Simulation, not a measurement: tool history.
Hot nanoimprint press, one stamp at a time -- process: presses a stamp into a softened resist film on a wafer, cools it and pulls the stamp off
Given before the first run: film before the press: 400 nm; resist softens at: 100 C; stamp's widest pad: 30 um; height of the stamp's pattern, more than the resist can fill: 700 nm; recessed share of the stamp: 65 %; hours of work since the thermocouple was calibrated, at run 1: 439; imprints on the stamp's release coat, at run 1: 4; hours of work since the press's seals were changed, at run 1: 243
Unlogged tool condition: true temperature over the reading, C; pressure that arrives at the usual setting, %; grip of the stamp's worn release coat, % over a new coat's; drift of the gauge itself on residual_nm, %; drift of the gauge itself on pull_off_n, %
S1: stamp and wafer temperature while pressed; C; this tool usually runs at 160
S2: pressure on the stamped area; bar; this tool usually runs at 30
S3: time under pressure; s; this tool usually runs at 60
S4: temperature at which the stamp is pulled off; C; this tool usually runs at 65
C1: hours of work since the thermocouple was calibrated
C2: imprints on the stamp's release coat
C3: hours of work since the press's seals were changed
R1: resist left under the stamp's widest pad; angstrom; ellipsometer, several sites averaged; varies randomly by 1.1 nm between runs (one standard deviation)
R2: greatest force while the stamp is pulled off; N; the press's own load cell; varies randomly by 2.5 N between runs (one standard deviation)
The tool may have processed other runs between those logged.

run 1 day=0 | S1=160 S2=30 S3=60 S4=65 | C1=439 C2=4 C3=243 | R1=2121 R2=144
run 2 day=0.579 | S1=160 S2=30 S3=60 S4=65 | C1=446 C2=46 C3=251 | R1=2126 R2=150
run 3 day=1.125 | S1=160 S2=30 S3=60 S4=65 | C1=453 C2=84 C3=258 | R1=2114 R2=150
run 4 day=1.662 | S1=160 S2=30 S3=60 S4=65 | C1=460 C2=123 C3=265 | R1=2122 R2=148
run 5 day=2.125 | S1=152 S2=30 S3=60 S4=65 | C1=466 C2=155 C3=271 | R1=2664 R2=148
run 6 day=2.658 | S1=152 S2=30 S3=60 S4=65 | C1=473 C2=193 C3=278 | R1=2684 R2=154
-- day=2.838 plate thermocouple calibrated
run 7 day=3.133 | S1=152 S2=30 S3=60 S4=65 | C1=4 C2=218 C3=282 | R1=2673 R2=153
run 8 day=3.588 | S1=152 S2=30 S3=60 S4=65 | C1=10 C2=250 C3=288 | R1=2712 R2=154
run 9 day=4.208 | S1=152 S2=30 S3=60 S4=65 | C1=18 C2=294 C3=296 | R1=2730 R2=155
run 10 day=4.708 | S1=160 S2=30 S3=60 S4=56 | C1=24 C2=330 C3=302 | R1=2170 R2=170
run 11 day=5.046 | S1=160 S2=30 S3=60 S4=65 | C1=29 C2=354 C3=307 | R1=2168 R2=157
run 12 day=5.471 | S1=149 S2=30 S3=60 S4=65 | C1=34 C2=384 C3=312 | R1=2916 R2=157
run 13 day=5.975 | S1=149 S2=30 S3=60 S4=65 | C1=41 C2=420 C3=319 | R1=2922 R2=158
run 14 day=6.242 | S1=161 S2=30 S3=60 S4=65 | C1=44 C2=438 C3=322 | R1=2124 R2=164
-- day=6.592 plate thermocouple calibrated, once more
run 15 day=6.992 | S1=161 S2=30 S3=60 S4=55 | C1=5 C2=483 C3=330 | R1=2038 R2=177
run 16 day=7.429 | S1=160 S2=21.9 S3=60 S4=65 | C1=11 C2=514 C3=336 | R1=2427 R2=156
run 17 day=7.883 | S1=169 S2=23.5 S3=59 S4=65 | C1=17 C2=546 C3=342 | R1=1848 R2=158
run 18 day=8.371 | S1=169 S2=23.5 S3=59 S4=65 | C1=23 C2=581 C3=348 | R1=1846 R2=161
run 19 day=8.912 | S1=165 S2=30 S3=30 S4=65 | C1=30 C2=619 C3=355 | R1=2282 R2=164
run 20 day=9.317 | S1=165 S2=30 S3=30 S4=65 | C1=35 C2=648 C3=360 | R1=2283 R2=163
run 21 day=9.742 | S1=165 S2=30 S3=30 S4=65 | C1=41 C2=678 C3=366 | R1=2285 R2=158
run 22 day=10.079 | S1=152 S2=20.6 S3=60 S4=58 | C1=45 C2=702 C3=370 | R1=3027 R2=176
-- day=10.767 stamp cleaned and given a new release coat
run 23 day=10.888 | S1=167 S2=22.6 S3=60 S4=65 | C1=52 C2=8 C3=378 | R1=1984 R2=143
run 24 day=11.45 | S1=167 S2=22.6 S3=43 S4=65 | C1=60 C2=48 C3=385 | R1=2218 R2=146
run 25 day=12.05 | S1=160 S2=34.7 S3=61 S4=71 | C1=67 C2=91 C3=393 | R1=1957 R2=138
run 26 day=12.65 | S1=171 S2=37.3 S3=60 S4=66 | C1=75 C2=133 C3=400 | R1=1375 R2=148
run 27 day=13.079 | S1=171 S2=37.3 S3=60 S4=66 | C1=81 C2=164 C3=406 | R1=1371 R2=143
run 28 day=13.625 | S1=160 S2=21.7 S3=63 S4=53 | C1=88 C2=203 C3=413 | R1=2406 R2=169
run 29 day=14.15 | S1=160 S2=21.7 S3=63 S4=53 | C1=95 C2=240 C3=420 | R1=2415 R2=168
run 30 day=14.671 | S1=160 S2=33.4 S3=43 S4=53 | C1=101 C2=277 C3=427 | R1=2223 R2=172

The same runs without the tool's hidden state, with the same run-to-run variation:
run=1 R1=2060 R2=143
run=2 R1=2064 R2=147
run=3 R1=2052 R2=147
run=4 R1=2058 R2=144
run=5 R1=2591 R2=142
run=6 R1=2610 R2=147
run=7 R1=2564 R2=145
run=8 R1=2602 R2=144
run=9 R1=2618 R2=144
run=10 R1=2070 R2=157
run=11 R1=2067 R2=144
run=12 R1=2802 R2=143
run=13 R1=2807 R2=143
run=14 R1=2023 R2=149
run=15 R1=2001 R2=160
run=16 R1=2394 R2=141
run=17 R1=1818 R2=142
run=18 R1=1815 R2=143
run=19 R1=2241 R2=144
run=20 R1=2242 R2=143
run=21 R1=2243 R2=138
run=22 R1=2991 R2=153
run=23 R1=1949 R2=143
run=24 R1=2180 R2=144
run=25 R1=1908 R2=134
run=26 R1=1337 R2=144
run=27 R1=1332 R2=138
run=28 R1=2362 R2=162
run=29 R1=2370 R2=159
run=30 R1=2167 R2=162

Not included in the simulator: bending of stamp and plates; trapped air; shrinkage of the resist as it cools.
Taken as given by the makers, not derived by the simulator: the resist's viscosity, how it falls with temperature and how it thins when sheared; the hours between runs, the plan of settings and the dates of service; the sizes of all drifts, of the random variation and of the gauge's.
